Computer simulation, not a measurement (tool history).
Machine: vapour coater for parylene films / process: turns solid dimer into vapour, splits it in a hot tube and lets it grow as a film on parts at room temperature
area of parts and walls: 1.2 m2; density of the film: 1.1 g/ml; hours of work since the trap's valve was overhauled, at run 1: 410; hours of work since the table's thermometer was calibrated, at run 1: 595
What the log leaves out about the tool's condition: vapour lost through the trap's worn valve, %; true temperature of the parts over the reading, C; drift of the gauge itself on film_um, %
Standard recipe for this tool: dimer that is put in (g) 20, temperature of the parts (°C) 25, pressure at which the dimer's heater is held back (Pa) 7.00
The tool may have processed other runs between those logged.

| run | hour | dimer that is put in (g) | temperature of the parts (°C) | pressure at which the dimer's heater is held back (Pa) | hours of work since the trap's valve was overhauled | hours of work since the table's thermometer was calibrated | thickness of the film (nm) |
|---|---|---|---|---|---|---|---|
| 1 | 0.0 | 20 | 25 | 7.00 | 410 | 595 | 8010 |
| 2 | 13.8 | 20 | 25 | 7.00 | 421 | 606 | 7920 |
| 3 | 37.0 | 20 | 25 | 7.00 | 440 | 625 | 7940 |
| 4 | 48.8 | 20 | 25 | 7.00 | 449 | 634 | 7900 |
| 5 | 58.6 | 20 | 25 | 5.02 | 457 | 642 | 8390 |
| 6 | 80.7 | 20 | 25 | 5.02 | 475 | 660 | 8400 |
| 7 | 97.9 | 20 | 32 | 5.02 | 489 | 673 | 7010 |
| 8 | 121.0 | 20 | 32 | 5.02 | 507 | 692 | 6970 |
| 9 | 142.3 | 20 | 32 | 5.02 | 524 | 709 | 6980 |
| 10 | 165.3 | 20 | 25 | 8.09 | 543 | 727 | 7680 |
| 11 | 182.0 | 25 | 25 | 7.00 | 556 | 741 | 9780 |
| 12 | 199.6 | 25 | 25 | 7.00 | 570 | 755 | 9650 |
|  | 205.1 | trap's valve overhauled |
| 13 | 220.0 | 14 | 20 | 9.71 | 12 | 768 | 5280 |
| 14 | 231.1 | 14 | 20 | 9.71 | 21 | 777 | 5390 |
| 15 | 245.7 | 25 | 19 | 10.46 | 32 | 788 | 9640 |
| 16 | 257.8 | 25 | 19 | 10.46 | 42 | 798 | 9460 |
| 17 | 270.3 | 27 | 28 | 2.23 | 52 | 808 | 10750 |
| 18 | 292.9 | 9 | 28 | 8.23 | 70 | 826 | 2800 |
| 19 | 315.7 | 9 | 28 | 8.23 | 88 | 844 | 2840 |
|  | 327.4 | trap's valve overhauled, once more |
| 20 | 335.7 | 12 | 35 | 4.06 | 7 | 857 | 4640 |
| 21 | 349.9 | 12 | 35 | 4.06 | 18 | 869 | 4610 |

Predict each of these 4 candidate next runs independently; none follows another, all start after run 21:
| A | 371.2 | 26 | 23 | 6.23 | 35 | 886 | ? |
| B | 371.2 | 12 | 25 | 7.00 | 35 | 886 | ? |
| C | 371.2 | 8 | 18 | 4.06 | 35 | 886 | ? |
| D | 371.2 | 12 | 20 | 4.06 | 35 | 886 | ? |

| run | thickness of the film (nm) |
|---|---|
| A | 12380 |
| B | 5290 |
| C | 4760 |
| D | 6770 |
Without the tool's hidden state the same runs would have given:
| run | thickness of the film (nm) |
|---|---|
| A | 12440 |
| B | 5320 |
| C | 4780 |
| D | 6800 |

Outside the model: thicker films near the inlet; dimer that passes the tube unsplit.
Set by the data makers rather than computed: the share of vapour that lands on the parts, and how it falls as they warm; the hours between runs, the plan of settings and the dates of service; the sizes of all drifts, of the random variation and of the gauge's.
